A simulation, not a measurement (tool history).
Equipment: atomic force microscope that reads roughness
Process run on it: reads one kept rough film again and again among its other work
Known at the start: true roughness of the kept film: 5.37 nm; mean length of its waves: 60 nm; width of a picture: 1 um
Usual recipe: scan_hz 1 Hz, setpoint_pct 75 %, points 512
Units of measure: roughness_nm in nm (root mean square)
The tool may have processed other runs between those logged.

run 1 hour=0 | scan_hz=1 setpoint_pct=75 points=512 | roughness_nm=4.717
run 2 hour=5.4 | scan_hz=1 setpoint_pct=75 points=512 | roughness_nm=4.64
run 3 hour=11 | scan_hz=1 setpoint_pct=75 points=512 | roughness_nm=4.544
run 4 hour=14.9 | scan_hz=1 setpoint_pct=75 points=512 | roughness_nm=4.491
run 5 hour=20.1 | scan_hz=1 setpoint_pct=75 points=512 | roughness_nm=4.397
run 6 hour=28.4 | scan_hz=1 setpoint_pct=75 points=512 | roughness_nm=4.267
run 7 hour=35.4 | scan_hz=1 setpoint_pct=75 points=512 | roughness_nm=4.16
-- hour=39.1 new tip fitted
run 8 hour=42.9 | scan_hz=3.56 setpoint_pct=75 points=512 | roughness_nm=4.213
run 9 hour=49.1 | scan_hz=3.56 setpoint_pct=75 points=512 | roughness_nm=4.134
run 10 hour=56.2 | scan_hz=3.56 setpoint_pct=75 points=512 | roughness_nm=4.033
run 11 hour=61 | scan_hz=1 setpoint_pct=75 points=512 | roughness_nm=4.482
run 12 hour=68.7 | scan_hz=1 setpoint_pct=75 points=512 | roughness_nm=4.314
run 13 hour=74.1 | scan_hz=1.38 setpoint_pct=75 points=512 | roughness_nm=4.124
-- hour=81.9 new tip fitted
run 14 hour=82.4 | scan_hz=1 setpoint_pct=75 points=512 | roughness_nm=4.786
run 15 hour=89.3 | scan_hz=1 setpoint_pct=72 points=512 | roughness_nm=4.73
run 16 hour=97.8 | scan_hz=1 setpoint_pct=72 points=512 | roughness_nm=4.577
run 17 hour=104.4 | scan_hz=1 setpoint_pct=75 points=512 | roughness_nm=4.443
run 18 hour=111.9 | scan_hz=1 setpoint_pct=75 points=512 | roughness_nm=4.29
run 19 hour=119.9 | scan_hz=1 setpoint_pct=75 points=512 | roughness_nm=4.166
-- hour=124.9 new tip fitted
run 20 hour=129.3 | scan_hz=1 setpoint_pct=84 points=512 | roughness_nm=4.615
run 21 hour=137.4 | scan_hz=1 setpoint_pct=84 points=512 | roughness_nm=4.444
run 22 hour=145.1 | scan_hz=1 setpoint_pct=84 points=512 | roughness_nm=4.35
run 23 hour=153.6 | scan_hz=1 setpoint_pct=84 points=512 | roughness_nm=4.207
run 24 hour=160.1 | scan_hz=1 setpoint_pct=84 points=512 | roughness_nm=4.092
run 25 hour=166.5 | scan_hz=1 setpoint_pct=75 points=512 | roughness_nm=4.136
-- hour=167.5 new tip fitted
run 26 hour=171.6 | scan_hz=1 setpoint_pct=75 points=512 | roughness_nm=4.784
run 27 hour=180.4 | scan_hz=1.31 setpoint_pct=84 points=888 | roughness_nm=4.393
run 28 hour=189.1 | scan_hz=1 setpoint_pct=75 points=863 | roughness_nm=4.443
run 29 hour=194.2 | scan_hz=0.83 setpoint_pct=89 points=512 | roughness_nm=4.254
run 30 hour=201.8 | scan_hz=1.41 setpoint_pct=77 points=588 | roughness_nm=4.134
run 31 hour=207.6 | scan_hz=1.41 setpoint_pct=77 points=588 | roughness_nm=4.043
-- hour=210.4 new tip fitted
run 32 hour=215.7 | scan_hz=1.41 setpoint_pct=77 points=588 | roughness_nm=4.577
run 33 hour=220.1 | scan_hz=1.26 setpoint_pct=55 points=321 | roughness_nm=4.801
run 34 hour=224 | scan_hz=1.03 setpoint_pct=70 points=287 | roughness_nm=4.632
run 35 hour=232 | scan_hz=0.57 setpoint_pct=76 points=464 | roughness_nm=4.535
run 36 hour=236 | scan_hz=0.57 setpoint_pct=76 points=464 | roughness_nm=4.45
run 37 hour=243.1 | scan_hz=0.57 setpoint_pct=57 points=308 | roughness_nm=4.398
run 38 hour=251.7 | scan_hz=0.57 setpoint_pct=57 points=308 | roughness_nm=4.26
-- hour=253.4 new tip fitted
run 39 hour=261 | scan_hz=0.51 setpoint_pct=70 points=573 | roughness_nm=4.856
run 40 hour=265 | scan_hz=0.51 setpoint_pct=70 points=573 | roughness_nm=4.735
run 41 hour=268.9 | scan_hz=2.03 setpoint_pct=71 points=573 | roughness_nm=4.442
run 42 hour=273.8 | scan_hz=2.75 setpoint_pct=75 points=297 | roughness_nm=4.141
run 43 hour=279 | scan_hz=0.78 setpoint_pct=87 points=587 | roughness_nm=4.274
run 44 hour=285.8 | scan_hz=2.52 setpoint_pct=74 points=558 | roughness_nm=4.042
run 45 hour=293.5 | scan_hz=1.06 setpoint_pct=62 points=825 | roughness_nm=4.285
-- hour=296.4 new tip fitted
run 46 hour=300 | scan_hz=1.06 setpoint_pct=62 points=825 | roughness_nm=4.867
run 47 hour=305.1 | scan_hz=1.34 setpoint_pct=60 points=825 | roughness_nm=4.787
run 48 hour=310.7 | scan_hz=0.92 setpoint_pct=62 points=382 | roughness_nm=4.672
run 49 hour=314.6 | scan_hz=0.74 setpoint_pct=62 points=594 | roughness_nm=4.667
run 50 hour=319.9 | scan_hz=0.74 setpoint_pct=62 points=594 | roughness_nm=4.547
run 51 hour=328.6 | scan_hz=0.74 setpoint_pct=62 points=594 | roughness_nm=4.448
run 52 hour=337.4 | scan_hz=1.15 setpoint_pct=75 points=512 | roughness_nm=4.113

5 options for the next run, each taken on its own from the tool as it stands now. Forecast them:
-- hour=339.2 new tip fitted
run A hour=344.4 | scan_hz=0.65 setpoint_pct=77 points=423 | roughness_nm=?
-- hour=339.2 new tip fitted
run B hour=344.4 | scan_hz=3.62 setpoint_pct=79 points=512 | roughness_nm=?
-- hour=339.2 new tip fitted
run C hour=344.4 | scan_hz=1.05 setpoint_pct=81 points=308 | roughness_nm=?
-- hour=339.2 new tip fitted
run D hour=344.4 | scan_hz=0.92 setpoint_pct=82 points=384 | roughness_nm=?
-- hour=339.2 new tip fitted
run E hour=344.4 | scan_hz=2.05 setpoint_pct=84 points=500 | roughness_nm=?

run=A roughness_nm=4.764
run=B roughness_nm=4.02
run=C roughness_nm=4.616
run=D roughness_nm=4.674
run=E roughness_nm=4.263
Without the tool's hidden state the same runs would have given:
run=A roughness_nm=4.852
run=B roughness_nm=4.094
run=C roughness_nm=4.702
run=D roughness_nm=4.761
run=E roughness_nm=4.342
